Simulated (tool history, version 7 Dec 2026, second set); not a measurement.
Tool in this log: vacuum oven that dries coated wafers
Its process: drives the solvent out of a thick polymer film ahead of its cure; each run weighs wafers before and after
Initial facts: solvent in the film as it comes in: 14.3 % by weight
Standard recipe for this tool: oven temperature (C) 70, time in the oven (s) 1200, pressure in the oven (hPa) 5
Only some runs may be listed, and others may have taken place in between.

{"run": 1, "hour": 0.0, "oven temperature (C)": 70, "time in the oven (s)": 1200, "pressure in the oven (hPa)": 5, "solvent left in the film (%)": 0.56}
{"run": 2, "hour": 29.1, "oven temperature (C)": 68, "time in the oven (s)": 1200, "pressure in the oven (hPa)": 5, "solvent left in the film (%)": 0.72}
{"run": 3, "hour": 80.7, "oven temperature (C)": 68, "time in the oven (s)": 1200, "pressure in the oven (hPa)": 5, "solvent left in the film (%)": 0.73}
{"run": 4, "hour": 128.8, "oven temperature (C)": 68, "time in the oven (s)": 1200, "pressure in the oven (hPa)": 5, "solvent left in the film (%)": 0.69}
{"run": 5, "hour": 151.5, "oven temperature (C)": 68, "time in the oven (s)": 1200, "pressure in the oven (hPa)": 5, "solvent left in the film (%)": 0.73}
{"run": 6, "hour": 188.7, "oven temperature (C)": 70, "time in the oven (s)": 1200, "pressure in the oven (hPa)": 5, "solvent left in the film (%)": 0.56}
{"run": 7, "hour": 212.1, "oven temperature (C)": 68, "time in the oven (s)": 1200, "pressure in the oven (hPa)": 5, "solvent left in the film (%)": 0.71}
{"run": 8, "hour": 254.5, "oven temperature (C)": 68, "time in the oven (s)": 1200, "pressure in the oven (hPa)": 5, "solvent left in the film (%)": 0.75}
{"run": 9, "hour": 295.9, "oven temperature (C)": 68, "time in the oven (s)": 1200, "pressure in the oven (hPa)": 5, "solvent left in the film (%)": 0.72}
{"run": 10, "hour": 332.5, "oven temperature (C)": 70, "time in the oven (s)": 1200, "pressure in the oven (hPa)": 5, "solvent left in the film (%)": 0.57}
{"run": 11, "hour": 380.7, "oven temperature (C)": 70, "time in the oven (s)": 1200, "pressure in the oven (hPa)": 5, "solvent left in the film (%)": 0.57}
{"run": 12, "hour": 415.3, "oven temperature (C)": 58, "time in the oven (s)": 1140, "pressure in the oven (hPa)": 4.02, "solvent left in the film (%)": 2.42}
{"run": 13, "hour": 448.2, "oven temperature (C)": 58, "time in the oven (s)": 660, "pressure in the oven (hPa)": 3.51, "solvent left in the film (%)": 4.55}
{"run": 14, "hour": 496.7, "oven temperature (C)": 70, "time in the oven (s)": 1800, "pressure in the oven (hPa)": 18.82, "solvent left in the film (%)": 0.76}
{"run": 15, "hour": 520.6, "oven temperature (C)": 69, "time in the oven (s)": 1320, "pressure in the oven (hPa)": 18.82, "solvent left in the film (%)": 1.02}
{"run": 16, "hour": 551.7, "oven temperature (C)": 83, "time in the oven (s)": 600, "pressure in the oven (hPa)": 5, "solvent left in the film (%)": 0.49}
{"run": 17, "hour": 604.7, "oven temperature (C)": 83, "time in the oven (s)": 600, "pressure in the oven (hPa)": 5, "solvent left in the film (%)": 0.45}
{"run": 18, "hour": 637.9, "oven temperature (C)": 83, "time in the oven (s)": 600, "pressure in the oven (hPa)": 5, "solvent left in the film (%)": 0.47}
{"run": 19, "hour": 669.5, "oven temperature (C)": 68, "time in the oven (s)": 1020, "pressure in the oven (hPa)": 3.64, "solvent left in the film (%)": 0.96}
{"run": 20, "hour": 717.5, "oven temperature (C)": 55, "time in the oven (s)": 1080, "pressure in the oven (hPa)": 3.53, "solvent left in the film (%)": 3.26}
{"run": 21, "hour": 756.5, "oven temperature (C)": 77, "time in the oven (s)": 1080, "pressure in the oven (hPa)": 10.62, "solvent left in the film (%)": 0.43}

The same runs without the tool's hidden state, with the same run-to-run variation:
The tool's hidden condition here consists of: true wafer temperature over the reading, C; true pressure over the reading, kPa; drift of the gauge itself on solvent_pct, %.
run=1 solvent_left_in_the_film_(%)=0.55
run=2 solvent_left_in_the_film_(%)=0.72
run=3 solvent_left_in_the_film_(%)=0.73
run=4 solvent_left_in_the_film_(%)=0.69
run=5 solvent_left_in_the_film_(%)=0.73
run=6 solvent_left_in_the_film_(%)=0.55
run=7 solvent_left_in_the_film_(%)=0.71
run=8 solvent_left_in_the_film_(%)=0.74
run=9 solvent_left_in_the_film_(%)=0.72
run=10 solvent_left_in_the_film_(%)=0.56
run=11 solvent_left_in_the_film_(%)=0.55
run=12 solvent_left_in_the_film_(%)=2.46
run=13 solvent_left_in_the_film_(%)=4.63
run=14 solvent_left_in_the_film_(%)=0.73
run=15 solvent_left_in_the_film_(%)=1.01
run=16 solvent_left_in_the_film_(%)=0.5
run=17 solvent_left_in_the_film_(%)=0.46
run=18 solvent_left_in_the_film_(%)=0.48
run=19 solvent_left_in_the_film_(%)=0.99
run=20 solvent_left_in_the_film_(%)=3.35
run=21 solvent_left_in_the_film_(%)=0.4

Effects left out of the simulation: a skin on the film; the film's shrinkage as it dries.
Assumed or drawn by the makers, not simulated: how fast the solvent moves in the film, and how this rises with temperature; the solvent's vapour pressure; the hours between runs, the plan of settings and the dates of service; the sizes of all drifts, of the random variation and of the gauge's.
